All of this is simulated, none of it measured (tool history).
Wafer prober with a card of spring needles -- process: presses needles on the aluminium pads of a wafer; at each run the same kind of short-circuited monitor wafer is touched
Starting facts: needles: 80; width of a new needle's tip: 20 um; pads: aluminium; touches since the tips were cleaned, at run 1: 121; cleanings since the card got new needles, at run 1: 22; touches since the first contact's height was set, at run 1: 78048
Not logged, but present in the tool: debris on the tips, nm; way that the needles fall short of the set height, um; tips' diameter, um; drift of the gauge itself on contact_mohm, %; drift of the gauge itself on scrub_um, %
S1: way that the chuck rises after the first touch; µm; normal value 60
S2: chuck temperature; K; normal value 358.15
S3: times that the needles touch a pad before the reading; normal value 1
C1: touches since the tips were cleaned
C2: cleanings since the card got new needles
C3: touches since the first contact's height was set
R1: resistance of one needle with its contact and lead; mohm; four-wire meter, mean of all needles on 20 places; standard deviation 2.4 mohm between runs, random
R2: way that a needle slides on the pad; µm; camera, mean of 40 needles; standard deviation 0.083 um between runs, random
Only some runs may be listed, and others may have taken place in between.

run	hour	S1	S2	S3	C1	C2	C3	R1	R2
1	0	60	358.15	1	121	22	78048	275	12.08
# hour 8.1: tips cleaned on abrasive film
# hour 16.3: tips cleaned on abrasive film
2	20.1	60	358.15	1	1454	24	85666	300	11.87
# hour 24.5: tips cleaned on abrasive film
# hour 32.8: tips cleaned on abrasive film
# hour 41.2: tips cleaned on abrasive film
3	41.2	60	358.15	1	0	27	93616	275	11.6
# hour 49.8: tips cleaned on abrasive film
# hour 51.6: tips cleaned on abrasive film, once more
# hour 60.8: tips cleaned on abrasive film
4	64.4	60	358.15	1	1396	30	102387	297	11.86
# hour 70.1: tips cleaned on abrasive film
# hour 78.7: tips cleaned on abrasive film
5	78.7	60	358.15	1	0	32	107790	276	11.96
# hour 86.6: tips cleaned on abrasive film
# hour 95.6: tips cleaned on abrasive film
6	100.6	60	358.15	1	1919	34	116068	309	11.8
# hour 103.7: tips cleaned on abrasive film
# hour 112.3: tips cleaned on abrasive film
7	119	60	358.15	2	2577	36	123032	296	11.75
# hour 120.8: tips cleaned on abrasive film
# hour 130: tips cleaned on abrasive film
8	134.9	43	358.15	1	1861	38	129044	352	8.31
# hour 138.2: tips cleaned on abrasive film
# hour 146.2: tips cleaned on abrasive film
9	151.5	43	358.15	1	2037	40	135313	347	8.13
# hour 154: tips cleaned on abrasive film
# hour 161.9: tips cleaned on abrasive film
# hour 170: tips cleaned on abrasive film
10	171.3	60	358.15	1	485	43	142763	284	11.62
# hour 178: tips cleaned on abrasive film
11	183.7	60	358.15	2	2162	44	147476	298	11.65
# hour 187.2: tips cleaned on abrasive film
# hour 195.9: tips cleaned on abrasive film
# hour 204.4: tips cleaned on abrasive film
12	205.8	60	358.15	2	522	47	155807	276	11.55
# hour 213.5: tips cleaned on abrasive film
# hour 221.5: tips cleaned on abrasive film
# hour 230.2: tips cleaned on abrasive film
13	231.6	60	358.15	2	526	50	165557	274	11.46
# hour 239.3: tips cleaned on abrasive film
# hour 247: tips cleaned on abrasive film
14	254	69	358.15	1	2645	52	174053	303	13.38
# hour 256: tips cleaned on abrasive film
# hour 264.5: tips cleaned on abrasive film
# hour 270.2: height of the first contact set anew
15	272	65	358.15	1	2749	54	661	306	13.38
# hour 273.3: tips cleaned on abrasive film
# hour 281.5: tips cleaned on abrasive film
16	285.4	57	358.15	1	1493	56	5716	295	11.75
# hour 290.5: tips cleaned on abrasive film
# hour 298.4: tips cleaned on abrasive film
17	303.6	57	326.15	1	1985	58	12608	301	11.65
# hour 307.5: tips cleaned on abrasive film
# hour 315.9: tips cleaned on abrasive film
# hour 324.1: tips cleaned on abrasive film
18	326.2	57	316.15	2	798	61	21147	271	11.65
# hour 333.2: tips cleaned on abrasive film
# hour 341: tips cleaned on abrasive film
19	341	67	328.15	2	0	63	26740	261	13.69
# hour 349.6: tips cleaned on abrasive film
20	353.9	54	303.15	1	1673	64	31631	295	11.02
# hour 358.2: tips cleaned on abrasive film
# hour 366.1: tips cleaned on abrasive film
# hour 374.2: tips cleaned on abrasive film
21	378.9	60	320.15	1	1789	67	41072	297	12.37
# hour 382: tips cleaned on abrasive film
# hour 390.2: tips cleaned on abrasive film
22	392	57	314.15	3	680	69	46006	266	11.56
# hour 398.9: tips cleaned on abrasive film
# hour 407.5: tips cleaned on abrasive film
23	414.3	57	314.15	3	2619	71	54471	276	11.44
# hour 416: tips cleaned on abrasive film
# hour 425.1: tips cleaned on abrasive film
24	431.5	41	397.15	1	2445	73	60956	373	8.26
# hour 433.5: tips cleaned on abrasive film
# hour 442.5: tips cleaned on abrasive film
# hour 450.4: tips cleaned on abrasive film
25	451.5	44	352.15	2	404	76	68495	287	8.85

Forecast each of these 3 alternatives for the next run:
# hour 458.4: tips cleaned on abrasive film
A	462.6	44	352.15	2	1599	77	72714	?	?
# hour 458.4: tips cleaned on abrasive film
B	462.6	70	352.15	2	1599	77	72714	?	?
# hour 458.4: tips cleaned on abrasive film
C	462.6	44	300.15	2	1599	77	72714	?	?

run	R1	R2
A	314	8.73
B	282	14.21
C	306	8.6
The same runs, with their run-to-run variation unchanged, on a tool lacking any hidden condition would have given:
run	R1	R2
A	271	9.03
B	264	14.52
C	259	8.91
